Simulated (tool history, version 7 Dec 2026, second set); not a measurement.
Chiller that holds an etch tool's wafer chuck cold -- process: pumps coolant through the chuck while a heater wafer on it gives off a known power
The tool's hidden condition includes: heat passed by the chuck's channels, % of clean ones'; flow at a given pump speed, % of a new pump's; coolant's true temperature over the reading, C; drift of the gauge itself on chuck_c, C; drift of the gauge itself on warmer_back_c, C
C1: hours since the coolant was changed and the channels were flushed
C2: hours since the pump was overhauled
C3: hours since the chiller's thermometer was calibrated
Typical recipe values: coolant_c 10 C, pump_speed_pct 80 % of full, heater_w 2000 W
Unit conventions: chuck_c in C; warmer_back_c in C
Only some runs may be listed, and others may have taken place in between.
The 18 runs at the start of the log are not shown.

run 19 hour=2959.5 | coolant_c=20 pump_speed_pct=80 heater_w=2000 | C1=1608 C2=461 C3=660 | chuck_c=39.8 warmer_back_c=4.61
run 20 hour=3188.0 | coolant_c=20 pump_speed_pct=97 heater_w=2000 | C1=1836 C2=690 C3=888 | chuck_c=36.6 warmer_back_c=3.75
run 21 hour=3298.3 | coolant_c=20 pump_speed_pct=97 heater_w=2000 | C1=1946 C2=800 C3=999 | chuck_c=36.7 warmer_back_c=3.72
run 22 hour=3491.6 | coolant_c=12 pump_speed_pct=65 heater_w=2733 | C1=2140 C2=993 C3=1192 | chuck_c=45.8 warmer_back_c=8.06
run 23 hour=3601.9 | coolant_c=12 pump_speed_pct=93 heater_w=1341 | C1=2250 C2=1104 C3=1302 | chuck_c=23.8 warmer_back_c=2.71
run 24 hour=3776.7 | coolant_c=12 pump_speed_pct=93 heater_w=1341 | C1=2425 C2=1279 C3=1477 | chuck_c=23.8 warmer_back_c=2.75
run 25 hour=4000.1 | coolant_c=12 pump_speed_pct=93 heater_w=1243 | C1=2648 C2=1502 C3=1700 | chuck_c=23.1 warmer_back_c=2.50
run 26 hour=4143.1 | coolant_c=12 pump_speed_pct=93 heater_w=1243 | C1=2791 C2=1645 C3=1843 | chuck_c=23.1 warmer_back_c=2.55
run 27 hour=4326.6 | coolant_c=12 pump_speed_pct=93 heater_w=1243 | C1=2975 C2=1828 C3=2027 | chuck_c=23.2 warmer_back_c=2.56
run 28 hour=4455.9 | coolant_c=10 pump_speed_pct=73 heater_w=1026 | C1=3104 C2=1958 C3=2156 | chuck_c=21.8 warmer_back_c=2.78
run 29 hour=4619.3 | coolant_c=10 pump_speed_pct=73 heater_w=1026 | C1=3267 C2=2121 C3=2319 | chuck_c=22.1 warmer_back_c=2.80
run 30 hour=4780.7 | coolant_c=10 pump_speed_pct=69 heater_w=1026 | C1=3429 C2=2283 C3=2481 | chuck_c=22.5 warmer_back_c=2.99
-- hour=5003.6 coolant changed, channels flushed
run 31 hour=5008.8 | coolant_c=10 pump_speed_pct=69 heater_w=1026 | C1=5 C2=2505 C3=2703 | chuck_c=21.5 warmer_back_c=2.97
run 32 hour=5236.7 | coolant_c=15 pump_speed_pct=68 heater_w=1026 | C1=233 C2=2733 C3=2931 | chuck_c=26.8 warmer_back_c=3.00

Forecast each of these 3 alternatives for the next run:
run A hour=5467.8 | coolant_c=9 pump_speed_pct=81 heater_w=1558 | C1=464 C2=2964 C3=3162 | chuck_c=? warmer_back_c=?
run B hour=5467.8 | coolant_c=18 pump_speed_pct=84 heater_w=2120 | C1=464 C2=2964 C3=3162 | chuck_c=? warmer_back_c=?
run C hour=5467.8 | coolant_c=10 pump_speed_pct=80 heater_w=1848 | C1=464 C2=2964 C3=3162 | chuck_c=? warmer_back_c=?

run=A chuck_c=24.6 warmer_back_c=3.89
run=B chuck_c=38.6 warmer_back_c=5.08
run=C chuck_c=28.7 warmer_back_c=4.71
The same runs, with their run-to-run variation unchanged, on a tool lacking any hidden condition would have given:
run=A chuck_c=23.4 warmer_back_c=3.48
run=B chuck_c=36.9 warmer_back_c=4.55
run=C chuck_c=27.2 warmer_back_c=4.22
